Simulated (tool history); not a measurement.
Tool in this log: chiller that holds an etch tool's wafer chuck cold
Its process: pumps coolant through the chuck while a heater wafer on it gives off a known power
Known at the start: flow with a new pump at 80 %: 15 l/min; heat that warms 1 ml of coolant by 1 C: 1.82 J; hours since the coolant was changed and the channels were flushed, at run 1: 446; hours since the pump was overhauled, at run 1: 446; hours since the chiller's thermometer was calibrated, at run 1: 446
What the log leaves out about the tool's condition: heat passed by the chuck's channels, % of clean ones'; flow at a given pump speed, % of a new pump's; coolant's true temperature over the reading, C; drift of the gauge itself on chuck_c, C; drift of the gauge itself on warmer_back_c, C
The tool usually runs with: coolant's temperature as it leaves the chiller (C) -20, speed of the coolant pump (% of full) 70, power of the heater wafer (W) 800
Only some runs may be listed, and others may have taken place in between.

run      day  coolant's temperature as it leaves the chiller (C)  speed of the coolant pump (% of full)  power of the heater wafer (W)  hours since the coolant was changed and the channels were flushed  hours since the pump was overhauled  hours since the chiller's thermometer was calibrated  chuck's temperature once it has settled (C)  how much warmer the coolant comes back (C)
  1    0.000                                                 -20                                     70                            800                                                                446                                  446                                                   446                                        -12.8                                        2.05
  2    7.238                                                 -20                                     70                            800                                                                619                                  619                                                   619                                        -12.8                                        2.03
  3   12.938                                                 -20                                     70                            800                                                                756                                  756                                                   756                                        -12.6                                        1.98
  4   17.438                                                 -20                                     70                            800                                                                864                                  864                                                   864                                        -12.9                                        1.97
  5   24.004                                                 -20                                     70                            800                                                               1022                                 1022                                                  1022                                        -12.9                                        1.98
  6   30.550                                                 -20                                     70                            800                                                               1179                                 1179                                                  1179                                        -12.8                                        1.95
  7   34.312                                                 -20                                     70                            800                                                               1269                                 1269                                                  1269                                        -12.8                                        1.92
  8   37.925                                                 -20                                     70                            800                                                               1356                                 1356                                                  1356                                        -12.7                                        1.92
  9   43.862                                                 -20                                     70                            800                                                               1498                                 1498                                                  1498                                        -12.7                                        1.93
 10   49.421                                                 -20                                     68                            800                                                               1632                                 1632                                                  1632                                        -12.6                                        1.96
 11   54.075                                                 -20                                     68                            800                                                               1744                                 1744                                                  1744                                        -12.6                                        1.93
 12   61.625                                                 -20                                     70                            800                                                               1925                                 1925                                                  1925                                        -12.9                                        1.86
 13   67.021                                                 -20                                     70                           1046                                                               2054                                 2054                                                  2054                                        -10.8                                        2.45
 14   71.162                                                 -20                                     70                           1046                                                               2154                                 2154                                                  2154                                        -10.7                                        2.45
 15   77.779                                                 -20                                     70                           1046                                                               2313                                 2313                                                  2313                                        -10.6                                        2.42
 16   81.725                                                 -20                                     70                            706                                                               2407                                 2407                                                  2407                                        -13.6                                        1.53
 17   85.362                                                 -20                                     70                            706                                                               2494                                 2494                                                  2494                                        -13.5                                        1.53
 18   91.604                                                 -20                                     70                            706                                                               2644                                 2644                                                  2644                                        -13.7                                        1.50
 19   98.946                                                 -13                                     63                           1045                                                               2820                                 2820                                                  2820                                         -2.5                                        2.70
     105.354  -- chiller's thermometer calibrated
 20  106.208                                                 -14                                     63                            609                                                               2994                                 2994                                                    21                                         -7.7                                        1.40
     110.029  -- gauge calibrated
 21  113.112                                                 -27                                    100                            436                                                               3160                                 3160                                                   186                                        -24.3                                        0.74
 22  117.417                                                 -18                                     98                           1068                                                               3263                                 3263                                                   290                                        -11.2                                        1.85
 23  123.717                                                 -18                                     98                           1068                                                               3414                                 3414                                                   441                                        -11.2                                        1.82
 24  129.804                                                 -28                                     71                            502                                                               3560                                 3560                                                   587                                        -23.6                                        1.21
 25  134.425                                                 -28                                     71                            502                                                               3671                                 3671                                                   698                                        -23.4                                        1.19
 26  139.354                                                 -28                                     71                            502                                                               3789                                 3789                                                   816                                        -23.7                                        1.16
 27  143.658                                                 -20                                     62                            598                                                               3893                                 3893                                                   919                                        -13.9                                        1.66
 28  147.662                                                 -17                                     84                            868                                                               3989                                 3989                                                  1015                                        -10.4                                        1.69
 29  154.888                                                 -15                                     70                            576                                                               4162                                 4162                                                  1189                                         -9.9                                        1.32
 30  161.192                                                 -15                                     70                            576                                                               4313                                 4313                                                  1340                                         -9.8                                        1.31
 31  167.846                                                 -10                                     85                            730                                                               4473                                 4473                                                  1500                                         -4.6                                        1.32
 32  175.392                                                 -20                                     92                            421                                                               4654                                 4654                                                  1681                                        -17.1                                        0.60
 33  181.254                                                 -13                                     85                            421                                                               4795                                 4795                                                  1822                                         -9.9                                        0.63

Per-run results on a tool with no hidden state, each run keeping its own random variation:
run  how much warmer the coolant comes back (C)
  1                                        2.05
  2                                        2.06
  3                                        2.02
  4                                        2.03
  5                                        2.06
  6                                        2.05
  7                                        2.04
  8                                        2.04
  9                                        2.07
 10                                        2.12
 11                                        2.11
 12                                        2.06
 13                                        2.67
 14                                        2.69
 15                                        2.68
 16                                        1.80
 17                                        1.81
 18                                        1.81
 19                                        3.03
 20                                        1.75
 21                                        0.75
 22                                        1.88
 23                                        1.87
 24                                        1.28
 25                                        1.27
 26                                        1.26
 27                                        1.77
 28                                        1.81
 29                                        1.47
 30                                        1.48
 31                                        1.51
 32                                        0.81
 33                                        0.86
chuck's temperature once it has settled (C): at most 0.1 away from the measurement, every run.

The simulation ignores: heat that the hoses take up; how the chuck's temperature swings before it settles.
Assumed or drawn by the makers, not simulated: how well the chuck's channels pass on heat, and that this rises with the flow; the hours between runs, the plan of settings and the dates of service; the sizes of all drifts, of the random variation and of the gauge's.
